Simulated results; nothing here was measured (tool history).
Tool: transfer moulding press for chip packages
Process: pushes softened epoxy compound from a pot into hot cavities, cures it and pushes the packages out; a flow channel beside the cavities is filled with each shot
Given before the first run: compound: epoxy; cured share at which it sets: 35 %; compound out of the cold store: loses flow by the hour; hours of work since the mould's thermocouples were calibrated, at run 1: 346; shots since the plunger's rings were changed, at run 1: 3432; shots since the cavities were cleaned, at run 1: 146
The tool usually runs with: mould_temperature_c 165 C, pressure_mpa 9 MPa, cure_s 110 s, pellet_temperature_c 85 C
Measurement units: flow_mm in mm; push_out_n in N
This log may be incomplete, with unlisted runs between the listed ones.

run,day,mould_temperature_c,pressure_mpa,cure_s,pellet_temperature_c,hours of work since the mould's thermocouples were calibrated,shots since the plunger's rings were changed,shots since the cavities were cleaned,incoming compound's hours out of the cold store,flow_mm,push_out_n
1,0,165,9,110,85,346,3432,146,40.3,866,422
# day 0.862: plunger's sealing rings changed
2,0.892,165,9,110,85,358,7,351,28,931,497
# day 1.821: cavities cleaned with cleaning compound and waxed
3,1.9,165,9,110,85,372,255,21,34.2,918,353
4,2.762,165,9,110,85,385,480,246,15.4,974,471
5,3.429,165,9,110,85,395,654,420,38,895,504
# day 4.117: cavities cleaned with cleaning compound and waxed
6,4.304,165,9,127,85,407,866,49,31,921,329
7,5.379,165,9,110,75,423,1147,330,17.2,953,504
8,5.821,165,9,110,75,429,1263,446,8.6,978,520
# day 5.971: mould's thermocouples calibrated
9,6.367,165,9,110,75,6,1383,566,44.9,878,535
# day 6.517: cavities cleaned with cleaning compound and waxed
10,7.121,165,9,110,75,16,1564,158,31,906,425
11,7.942,165,9,110,90,28,1778,372,27.2,918,471
12,8.417,173,9,110,85,35,1902,496,35.4,862,463
# day 8.742: mould's thermocouples calibrated, once more
# day 8.858: cavities cleaned with cleaning compound and waxed
13,9.65,173,9,110,85,13,2186,207,13.6,924,419
14,10.304,165,9,110,85,22,2358,379,42.1,871,507
# day 11.15: cavities cleaned with cleaning compound and waxed
15,11.421,171,9,110,85,38,2633,70,13.4,931,352
16,11.938,171,7.91,99,85,46,2768,205,23.1,839,418
17,13.012,171,7.91,99,85,62,3049,486,30.5,813,507
# day 13.471: cavities cleaned with cleaning compound and waxed
18,13.796,165,8.62,110,89,72,3237,85,43.2,841,384
19,14.725,165,7.02,98,81,86,3480,328,16.4,824,589
# day 15.362: plunger's sealing rings changed
# day 15.833: cavities cleaned with cleaning compound and waxed
20,15.962,170,9,110,85,102,141,34,41.8,878,315
21,16.471,170,9,110,85,109,274,167,18.4,947,394

Forecast run 22:
22,17.388,170,9,110,85,123,513,406,13.6,?,?

{"run 22": {"flow_mm": 957, "push_out_n": 474}}
If the tool had no hidden condition, the same run with the same run-to-run variation would have returned flow_mm 965 mm, push_out_n 295 N.

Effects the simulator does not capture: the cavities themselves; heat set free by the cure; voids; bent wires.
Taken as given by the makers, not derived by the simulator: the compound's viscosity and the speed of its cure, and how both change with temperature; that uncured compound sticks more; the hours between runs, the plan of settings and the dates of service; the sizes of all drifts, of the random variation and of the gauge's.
